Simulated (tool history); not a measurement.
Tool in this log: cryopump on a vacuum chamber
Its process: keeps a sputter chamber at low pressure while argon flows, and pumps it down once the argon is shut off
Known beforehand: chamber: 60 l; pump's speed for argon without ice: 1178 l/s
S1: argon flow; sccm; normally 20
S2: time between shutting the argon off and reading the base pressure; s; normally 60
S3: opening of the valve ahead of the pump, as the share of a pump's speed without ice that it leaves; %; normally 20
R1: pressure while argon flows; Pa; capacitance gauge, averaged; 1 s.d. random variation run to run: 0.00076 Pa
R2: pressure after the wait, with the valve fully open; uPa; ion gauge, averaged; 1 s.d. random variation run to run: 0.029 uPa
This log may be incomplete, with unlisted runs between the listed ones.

run	hour	S1	S2	S3	R1	R2
1	0.0	20	60	20	0.1436	1.91
2	102.0	20	209	20	0.1444	1.20
3	182.5	20	209	59	0.0512	1.36
4	299.2	20	209	59	0.0529	1.53
5	389.9	20	209	59	0.0529	1.62
6	493.9	20	209	59	0.0549	1.87
# hour 518.8: pump warmed up, emptied and cooled again
7	562.0	20	209	59	0.0501	1.66
8	628.3	20	209	59	0.0511	1.85
9	694.1	20	209	59	0.0520	1.96
10	763.3	32	60	20	0.2348	3.03
11	843.1	32	60	20	0.2357	3.12
12	950.8	32	60	20	0.2404	3.18
# hour 1040.7: pump warmed up, emptied and cooled again
13	1072.2	32	60	20	0.2338	3.13
14	1185.7	32	60	20	0.2340	3.27
15	1258.5	36	60	20	0.2631	3.52
# hour 1311.9: leaking fittings of the chamber tightened, without venting
16	1321.8	20	41	20	0.1470	2.05
17	1376.3	20	60	17	0.1723	1.60
18	1451.1	20	60	17	0.1742	1.64
19	1504.3	30	60	29	0.1584	1.78
# hour 1563.1: pump warmed up, emptied and cooled again
20	1579.8	12	289	32	0.0550	0.86
21	1646.7	20	48	20	0.1462	2.21
22	1761.2	20	30	32	0.0928	3.15

For run 23, what comes out?
23	1835.3	34	65	41	?	?

{"run 23": {"R1": 0.1263, "R2": 2.12}}
Minus the tool's unlogged condition, the same run would have read R1 0.1191 Pa, R2 1.39 uPa.
